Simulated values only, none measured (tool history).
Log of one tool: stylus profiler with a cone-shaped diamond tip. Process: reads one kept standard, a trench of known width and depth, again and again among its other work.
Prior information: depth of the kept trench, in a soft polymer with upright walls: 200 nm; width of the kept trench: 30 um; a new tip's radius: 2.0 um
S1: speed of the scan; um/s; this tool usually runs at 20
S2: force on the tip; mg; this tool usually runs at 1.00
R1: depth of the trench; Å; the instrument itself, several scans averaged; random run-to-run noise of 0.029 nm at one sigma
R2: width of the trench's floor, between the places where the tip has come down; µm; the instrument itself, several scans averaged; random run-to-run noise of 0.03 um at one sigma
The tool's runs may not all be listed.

| run | hour | S1 | S2 | R1 | R2 |
|---|---|---|---|---|---|
| 1 | 0.0 | 20 | 1.00 | 2016.1 | 28.08 |
| 2 | 18.8 | 20 | 1.00 | 2017.0 | 28.09 |
| 3 | 46.3 | 20 | 1.00 | 2016.7 | 28.08 |
| 4 | 81.9 | 26 | 1.00 | 2016.7 | 28.00 |
| 5 | 108.0 | 26 | 1.00 | 2016.5 | 27.96 |
| 6 | 144.6 | 20 | 1.00 | 2017.4 | 27.97 |
| 7 | 173.2 | 20 | 1.00 | 2017.0 | 27.97 |
| 8 | 208.0 | 20 | 0.65 | 2012.9 | 27.89 |
| 9 | 250.1 | 20 | 0.65 | 2013.0 | 27.91 |
| 10 | 267.4 | 20 | 0.65 | 2013.0 | 27.89 |
| 11 | 308.4 | 8 | 0.65 | 2012.8 | 27.90 |
| 12 | 335.4 | 8 | 0.65 | 2013.3 | 27.83 |
| 13 | 362.1 | 20 | 1.00 | 2017.8 | 27.83 |
| 14 | 387.6 | 5 | 1.00 | 2017.8 | 27.82 |
| 15 | 425.2 | 20 | 0.54 | 2012.4 | 27.69 |
| 16 | 445.8 | 20 | 0.54 | 2012.7 | 27.71 |
| 17 | 477.8 | 20 | 0.54 | 2012.6 | 27.65 |
|  | 481.6 | height scale calibrated on a step standard |
| 18 | 507.9 | 20 | 0.54 | 2013.2 | 27.62 |
| 19 | 534.4 | 20 | 1.00 | 2018.7 | 27.67 |
| 20 | 573.1 | 20 | 1.00 | 2019.2 | 27.58 |
| 21 | 598.3 | 63 | 1.29 | 2022.4 | 27.47 |
| 22 | 639.2 | 63 | 1.29 | 2021.9 | 27.46 |
| 23 | 667.3 | 69 | 0.37 | 2011.6 | 27.18 |
|  | 671.3 | height scale calibrated on a step standard, once more |
| 24 | 704.8 | 69 | 0.37 | 2008.1 | 27.27 |
| 25 | 724.1 | 69 | 0.37 | 2008.5 | 27.18 |
| 26 | 751.9 | 8 | 1.34 | 2020.8 | 27.53 |
| 27 | 789.3 | 10 | 0.42 | 2009.6 | 27.47 |

What will run 28 give?
| 28 | 828.1 | 10 | 0.42 | ? | ? |

R1: 2010.1 Å
R2: 27.44 µm
The same run, on a tool lacking any hidden state, would have yielded R1 2009.6 Å, R2 28.19 µm.
